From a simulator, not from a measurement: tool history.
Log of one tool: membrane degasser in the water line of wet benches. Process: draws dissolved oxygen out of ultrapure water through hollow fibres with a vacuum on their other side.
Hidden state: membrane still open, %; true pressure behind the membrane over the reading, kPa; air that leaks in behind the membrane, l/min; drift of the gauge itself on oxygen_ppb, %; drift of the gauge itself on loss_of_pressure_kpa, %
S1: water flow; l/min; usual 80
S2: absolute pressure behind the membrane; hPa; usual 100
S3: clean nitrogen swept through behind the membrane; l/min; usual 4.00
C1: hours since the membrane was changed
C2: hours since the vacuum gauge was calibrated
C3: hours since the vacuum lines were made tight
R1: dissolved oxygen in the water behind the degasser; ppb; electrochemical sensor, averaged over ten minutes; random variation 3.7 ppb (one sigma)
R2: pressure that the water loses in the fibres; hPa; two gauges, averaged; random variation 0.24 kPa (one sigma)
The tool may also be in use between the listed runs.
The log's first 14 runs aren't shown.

run	hour	S1	S2	S3	C1	C2	C3	R1	R2
15	479.1	55	100	4.00	2863	2459	479	234.3	439.4
16	516.2	80	100	6.01	2900	2496	516	286.7	639.5
17	547.6	80	100	6.01	2931	2527	548	285.6	642.9
18	571.5	67	76	2.15	2955	2551	572	323.1	536.7
19	609.3	80	68	3.73	2993	2589	609	246.0	642.3
20	643.1	80	68	3.73	3027	2623	643	248.5	650.2
21	671.6	80	68	3.73	3055	2651	672	249.9	646.7
22	706.7	112	99	10.37	3091	2687	707	376.9	897.1
23	748.7	118	183	3.74	3133	2728	749	1118.6	946.5
24	797.0	98	117	3.74	3181	2777	797	587.9	789.0
25	840.9	98	117	3.74	3225	2821	841	599.0	790.0
26	866.2	86	96	4.00	3250	2846	866	387.1	696.6
27	910.4	54	204	4.00	3294	2890	910	522.8	439.0
28	932.4	98	224	4.44	3316	2912	932	974.0	791.1
29	972.1	98	111	10.84	3356	2952	972	310.0	786.5
30	1015.7	98	79	8.32	3400	2996	1016	273.6	790.4
31	1037.7	98	79	8.32	3422	3018	1038	275.0	795.3
32	1067.9	52	99	8.32	3452	3048	1068	119.8	419.9

3 ways to go on from here, each from the tool as it stands after run 32. What would each give?
A	1115.7	64	96	4.00	3500	3096	1116	?	?
B	1115.7	85	108	2.54	3500	3096	1116	?	?
C	1115.7	58	176	3.74	3500	3096	1116	?	?

run	R1	R2
A	270.7	520.0
B	590.9	688.8
C	512.5	470.1
Without the tool's hidden state the same runs would have given:
run	R1	R2
A	270.6	508.9
B	590.6	674.0
C	512.4	460.1

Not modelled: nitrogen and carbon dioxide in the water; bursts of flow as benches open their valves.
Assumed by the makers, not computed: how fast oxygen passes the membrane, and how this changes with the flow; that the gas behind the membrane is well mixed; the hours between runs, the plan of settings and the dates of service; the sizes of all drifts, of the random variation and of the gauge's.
